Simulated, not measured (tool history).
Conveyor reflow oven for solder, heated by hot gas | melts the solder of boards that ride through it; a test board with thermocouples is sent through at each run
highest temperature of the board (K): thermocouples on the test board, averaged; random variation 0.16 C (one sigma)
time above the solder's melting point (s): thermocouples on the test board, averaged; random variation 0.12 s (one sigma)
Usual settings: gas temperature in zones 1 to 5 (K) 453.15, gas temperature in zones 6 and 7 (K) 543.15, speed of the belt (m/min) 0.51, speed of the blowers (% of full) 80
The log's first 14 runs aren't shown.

run    hour  gas temperature in zones 1 to 5 (K)  gas temperature in zones 6 and 7 (K)  speed of the belt (m/min)  speed of the blowers (% of full)  hours of work since the flux was cleaned out  hours of work since the belt drive was overhauled  hours of work since the thermocouples were changed  highest temperature of the board (K)  time above the solder's melting point (s)
 15   518.8                               450.15                                543.15                       0.51                                80                                           183                                               1115                                                 183                                528.15                                       56.2
 16   568.4                               462.15                                531.15                       0.51                                80                                           215                                               1147                                                 215                                519.75                                       55.8
 17   609.1                               467.15                                541.15                       0.51                                70                                           241                                               1173                                                 241                                527.05                                       61.8
 18   647.2                               467.15                                537.15                      0.566                                70                                           266                                               1198                                                 266                                520.45                                       50.7
 19     672                               467.15                                537.15                      0.566                                70                                           282                                               1214                                                 282                                520.25                                       50.8
 20   711.5                               467.15                                537.15                      0.566                                70                                           308                                               1239                                                 308                                519.95                                       50.6
      738.4  -- flux residue cleaned out of gas plates and filters
 21   769.1                               453.15                                531.15                      0.418                                63                                            20                                               1273                                                 342                                520.95                                         66
 22   809.8                               453.15                                531.15                      0.418                                63                                            46                                               1300                                                 368                                520.95                                         66
 23   863.2                               453.15                                548.15                      0.418                                63                                            81                                               1334                                                 403                                536.15                                       76.2
      870.4  -- belt drive overhauled, speed set with a stopwatch
 24   917.7                               453.15                                558.15                       0.51                                62                                           113                                                 31                                                 435                                537.05                                       60.6
 25   955.3                               453.15                                558.15                       0.51                                62                                           138                                                 55                                                 460                                536.85                                       60.7
 26   984.5                               444.15                                534.15                      0.503                                70                                           157                                                 74                                                 478                                517.85                                       46.5
 27  1036.2                               453.15                                545.15                       0.51                                67                                           190                                                107                                                 512                                527.45                                       55.4
 28  1089.4                               453.15                                545.15                       0.51                                67                                           224                                                142                                                 546                                527.05                                         55
 29  1128.6                               453.15                                545.15                       0.51                                67                                           250                                                167                                                 572                                526.95                                       55.2

Forecast run 30:
 30  1166                               453.15                                545.15                       0.51                                67                                           274                                                191                                                 596                                     ?                                          ?

{"run 30": {"highest temperature of the board (K)": 527.05, "time above the solder's melting point (s)": 55.1}}
Without the tool's hidden state the same run would have given highest temperature of the board (K) 527.75, time above the solder's melting point (s) 55.7.
